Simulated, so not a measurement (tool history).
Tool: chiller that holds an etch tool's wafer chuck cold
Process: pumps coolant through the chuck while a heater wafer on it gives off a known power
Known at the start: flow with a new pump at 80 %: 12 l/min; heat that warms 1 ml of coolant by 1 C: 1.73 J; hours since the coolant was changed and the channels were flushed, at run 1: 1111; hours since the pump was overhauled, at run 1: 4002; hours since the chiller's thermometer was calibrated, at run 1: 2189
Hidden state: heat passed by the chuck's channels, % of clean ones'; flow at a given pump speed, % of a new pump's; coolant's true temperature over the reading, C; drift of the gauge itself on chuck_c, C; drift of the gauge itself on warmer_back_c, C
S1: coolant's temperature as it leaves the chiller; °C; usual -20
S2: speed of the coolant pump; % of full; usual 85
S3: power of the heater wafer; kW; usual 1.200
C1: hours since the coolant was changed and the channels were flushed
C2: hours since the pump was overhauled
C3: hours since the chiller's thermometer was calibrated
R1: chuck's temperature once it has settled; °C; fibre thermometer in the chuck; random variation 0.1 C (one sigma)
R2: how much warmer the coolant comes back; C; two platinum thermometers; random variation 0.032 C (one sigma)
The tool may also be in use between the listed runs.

Run 1, hour 0.0: usual settings; C1 1111; C2 4002; C3 2189. Result: R1 -8.6 °C, R2 3.30 C.
Run 2, hour 141.1: usual settings but S2 62 % of full; C1 1252; C2 4143; C3 2330. Result: R1 -6.3 °C, R2 4.60 C.
Run 3, hour 348.4: usual settings but S3 0.883 kW; C1 1459; C2 4350; C3 2537. Result: R1 -11.8 °C, R2 2.43 C.
Run 4, hour 556.7: usual settings but S3 0.883 kW; C1 1667; C2 4558; C3 2745. Result: R1 -11.7 °C, R2 2.42 C.
Run 5, hour 665.7: usual settings but S3 0.883 kW; C1 1776; C2 4668; C3 2854. Result: R1 -11.7 °C, R2 2.33 C.
Run 6, hour 769.5: usual settings but S2 78 % of full; C1 1880; C2 4771; C3 2958. Result: R1 -8.2 °C, R2 3.52 C.
Run 7, hour 911.1: usual settings; C1 2022; C2 4913; C3 3100. Result: R1 -8.7 °C, R2 3.25 C.
Run 8, hour 1077.9: usual settings; C1 2188; C2 5080; C3 3267. Result: R1 -8.7 °C, R2 3.25 C.
Run 9, hour 1226.2: usual settings but S1 -14 °C; C1 2337; C2 5228; C3 3415. Result: R1 -2.8 °C, R2 3.27 C.
Run 10, hour 1453.2: usual settings; C1 2564; C2 5455; C3 3642. Result: R1 -8.7 °C, R2 3.26 C.
At hour 1539.2: chiller's thermometer calibrated.
Run 11, hour 1552.8: usual settings but S2 90 % of full; C1 2662; C2 5554; C3 14. Result: R1 -9.1 °C, R2 3.02 C.
At hour 1594.4: coolant pump overhauled.
At hour 1763.1: coolant changed, channels flushed.
Run 12, hour 1766.5: usual settings but S2 90 % of full; C1 3; C2 166; C3 216. Result: R1 -9.1 °C, R2 3.05 C.
Run 13, hour 1864.5: usual settings but S2 90 % of full; C1 101; C2 264; C3 314. Result: R1 -9.3 °C, R2 3.06 C.
Run 14, hour 1999.5: usual settings but S2 90 % of full; C1 236; C2 399; C3 449. Result: R1 -9.2 °C, R2 3.05 C.
Run 15, hour 2201.4: usual settings; C1 438; C2 601; C3 651. Result: R1 -8.6 °C, R2 3.24 C.
Run 16, hour 2319.9: usual settings; C1 557; C2 719; C3 770. Result: R1 -8.7 °C, R2 3.21 C.
Run 17, hour 2491.8: usual settings but S1 -18 °C, S3 0.713 kW; C1 729; C2 891; C3 942. Result: R1 -11.3 °C, R2 1.94 C.
Run 18, hour 2665.1: usual settings but S1 -12 °C, S3 1.278 kW; C1 902; C2 1065; C3 1115. Result: R1 -0.1 °C, R2 3.48 C.
Run 19, hour 2838.4: usual settings but S1 -12 °C, S3 1.278 kW; C1 1075; C2 1238; C3 1288. Result: R1 0.1 °C, R2 3.48 C.
Run 20, hour 3018.0: usual settings but S1 -12 °C, S3 1.278 kW; C1 1255; C2 1418; C3 1468. Result: R1 0.0 °C, R2 3.43 C.
Run 21, hour 3241.7: usual settings but S1 -23 °C, S2 94 % of full; C1 1479; C2 1641; C3 1692. Result: R1 -12.5 °C, R2 2.93 C.
Run 22, hour 3449.0: usual settings but S1 -23 °C, S2 94 % of full; C1 1686; C2 1849; C3 1899. Result: R1 -12.4 °C, R2 2.88 C.
Run 23, hour 3660.6: usual settings but S1 -17 °C, S2 67 % of full, S3 0.873 kW; C1 1897; C2 2060; C3 2110. Result: R1 -7.4 °C, R2 3.08 C.
Run 24, hour 3767.4: usual settings but S1 -16 °C, S2 96 % of full, S3 0.757 kW; C1 2004; C2 2167; C3 2217. Result: R1 -9.4 °C, R2 1.79 C.
Run 25, hour 3997.4: usual settings but S1 -22 °C, S2 67 % of full, S3 0.667 kW; C1 2234; C2 2397; C3 2447. Result: R1 -14.8 °C, R2 2.39 C.
Run 26, hour 4235.6: usual settings but S1 -22 °C, S2 86 % of full, S3 0.649 kW; C1 2472; C2 2635; C3 2685. Result: R1 -16.1 °C, R2 1.75 C.
Run 27, hour 4412.8: usual settings but S1 -22 °C, S2 86 % of full, S3 0.649 kW; C1 2650; C2 2812; C3 2863. Result: R1 -16.1 °C, R2 1.77 C.
At hour 4628.0: coolant changed, channels flushed.
Run 28, hour 4642.0: usual settings but S1 -21 °C, S3 1.133 kW; C1 14; C2 3036; C3 3086. Result: R1 -10.2 °C, R2 3.06 C.
Run 29, hour 4746.6: usual settings but S1 -14 °C, S2 76 % of full, S3 1.180 kW; C1 119; C2 3140; C3 3190. Result: R1 -2.0 °C, R2 3.68 C.
Run 30, hour 4903.8: usual settings but S1 -14 °C, S2 76 % of full, S3 1.180 kW; C1 276; C2 3297; C3 3348. Result: R1 -2.1 °C, R2 3.59 C.
Run 31, hour 5024.0: usual settings but S2 69 % of full, S3 0.706 kW; C1 396; C2 3418; C3 3468. Result: R1 -12.5 °C, R2 2.46 C.

Forecast each of these 5 alternatives for the next run:
Run A, hour 5189.7: usual settings but S2 88 % of full, S3 0.706 kW; C1 562; C2 3583; C3 3634. Result: R1 ?, R2 ?.
Run B, hour 5189.7: usual settings but S1 -25 °C, S2 69 % of full, S3 0.860 kW; C1 562; C2 3583; C3 3634. Result: R1 ?, R2 ?.
Run C, hour 5189.7: usual settings but S2 94 % of full, S3 1.433 kW; C1 562; C2 3583; C3 3634. Result: R1 ?, R2 ?.
Run D, hour 5189.7: usual settings but S2 99 % of full; C1 562; C2 3583; C3 3634. Result: R1 ?, R2 ?.
Run E, hour 5189.7: usual settings but S1 -30 °C, S2 69 % of full, S3 0.958 kW; C1 562; C2 3583; C3 3634. Result: R1 ?, R2 ?.

run     R1    R2
  A  -13.6  1.84
  B  -16.0  2.97
  C   -7.5  3.46
  D   -9.9  2.74
  E  -19.8  3.22
Without the tool's hidden state the same runs would have given:
run     R1    R2
  A  -13.6  1.84
  B  -16.0  2.96
  C   -7.5  3.45
  D   -9.9  2.74
  E  -19.8  3.21

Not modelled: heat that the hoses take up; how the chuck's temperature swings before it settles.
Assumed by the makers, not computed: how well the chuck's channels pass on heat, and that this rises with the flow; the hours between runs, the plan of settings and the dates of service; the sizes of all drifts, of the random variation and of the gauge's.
